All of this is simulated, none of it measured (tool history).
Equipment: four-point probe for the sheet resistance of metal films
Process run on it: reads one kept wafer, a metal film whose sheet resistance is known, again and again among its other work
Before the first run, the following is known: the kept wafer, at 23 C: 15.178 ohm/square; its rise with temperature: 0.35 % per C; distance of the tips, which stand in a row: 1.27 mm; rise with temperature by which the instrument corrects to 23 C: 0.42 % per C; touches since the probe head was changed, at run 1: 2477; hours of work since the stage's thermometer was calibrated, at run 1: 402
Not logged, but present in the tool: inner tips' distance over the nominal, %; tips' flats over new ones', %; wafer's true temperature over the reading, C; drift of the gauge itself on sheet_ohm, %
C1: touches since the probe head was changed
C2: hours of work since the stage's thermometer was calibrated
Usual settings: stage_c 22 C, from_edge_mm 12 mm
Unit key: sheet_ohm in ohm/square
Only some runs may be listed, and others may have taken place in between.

run 1 hour=0.0 | stage_c=22 from_edge_mm=12 | C1=2477 C2=402 | sheet_ohm=15.274759
run 2 hour=16.4 | stage_c=22 from_edge_mm=12 | C1=3406 C2=414 | sheet_ohm=15.277801
run 3 hour=27.0 | stage_c=22 from_edge_mm=12 | C1=4012 C2=421 | sheet_ohm=15.281443
run 4 hour=41.5 | stage_c=22 from_edge_mm=12 | C1=4836 C2=432 | sheet_ohm=15.278647
run 5 hour=52.0 | stage_c=22 from_edge_mm=12 | C1=5432 C2=439 | sheet_ohm=15.285063
run 6 hour=59.2 | stage_c=22 from_edge_mm=12 | C1=5837 C2=444 | sheet_ohm=15.278845
run 7 hour=67.0 | stage_c=22 from_edge_mm=8 | C1=6278 C2=450 | sheet_ohm=15.395792
run 8 hour=81.6 | stage_c=22 from_edge_mm=8 | C1=7109 C2=460 | sheet_ohm=15.394143
run 9 hour=88.3 | stage_c=22 from_edge_mm=8 | C1=7489 C2=465 | sheet_ohm=15.388882
run 10 hour=100.9 | stage_c=20 from_edge_mm=4 | C1=8205 C2=474 | sheet_ohm=15.984778
run 11 hour=112.1 | stage_c=18 from_edge_mm=6 | C1=8842 C2=482 | sheet_ohm=15.582729
run 12 hour=121.1 | stage_c=18 from_edge_mm=6 | C1=9353 C2=489 | sheet_ohm=15.589087
run 13 hour=132.0 | stage_c=18 from_edge_mm=6 | C1=9972 C2=497 | sheet_ohm=15.588977
run 14 hour=144.3 | stage_c=18 from_edge_mm=6 | C1=10670 C2=506 | sheet_ohm=15.587516
run 15 hour=160.4 | stage_c=22 from_edge_mm=13 | C1=11583 C2=517 | sheet_ohm=15.263206
run 16 hour=173.0 | stage_c=22 from_edge_mm=13 | C1=12297 C2=526 | sheet_ohm=15.262138
run 17 hour=188.6 | stage_c=22 from_edge_mm=13 | C1=13187 C2=537 | sheet_ohm=15.267664
run 18 hour=199.1 | stage_c=18 from_edge_mm=40 | C1=13779 C2=545 | sheet_ohm=15.243552

What if the next run were any one of these 4? Each begins from the tool's condition after run 18:
run A hour=214.9 | stage_c=23 from_edge_mm=40 | C1=14678 C2=556 | sheet_ohm=?
run B hour=214.9 | stage_c=35 from_edge_mm=34 | C1=14678 C2=556 | sheet_ohm=?
run C hour=214.9 | stage_c=31 from_edge_mm=6 | C1=14678 C2=556 | sheet_ohm=?
run D hour=214.9 | stage_c=19 from_edge_mm=40 | C1=14678 C2=556 | sheet_ohm=?

run=A sheet_ohm=15.182986
run=B sheet_ohm=15.068200
run=C sheet_ohm=15.450366
run=D sheet_ohm=15.224422
The same runs, with their run-to-run variation unchanged, on a tool lacking any hidden condition would have given:
run=A sheet_ohm=15.184309
run=B sheet_ohm=15.069509
run=C sheet_ohm=15.451708
run=D sheet_ohm=15.225750

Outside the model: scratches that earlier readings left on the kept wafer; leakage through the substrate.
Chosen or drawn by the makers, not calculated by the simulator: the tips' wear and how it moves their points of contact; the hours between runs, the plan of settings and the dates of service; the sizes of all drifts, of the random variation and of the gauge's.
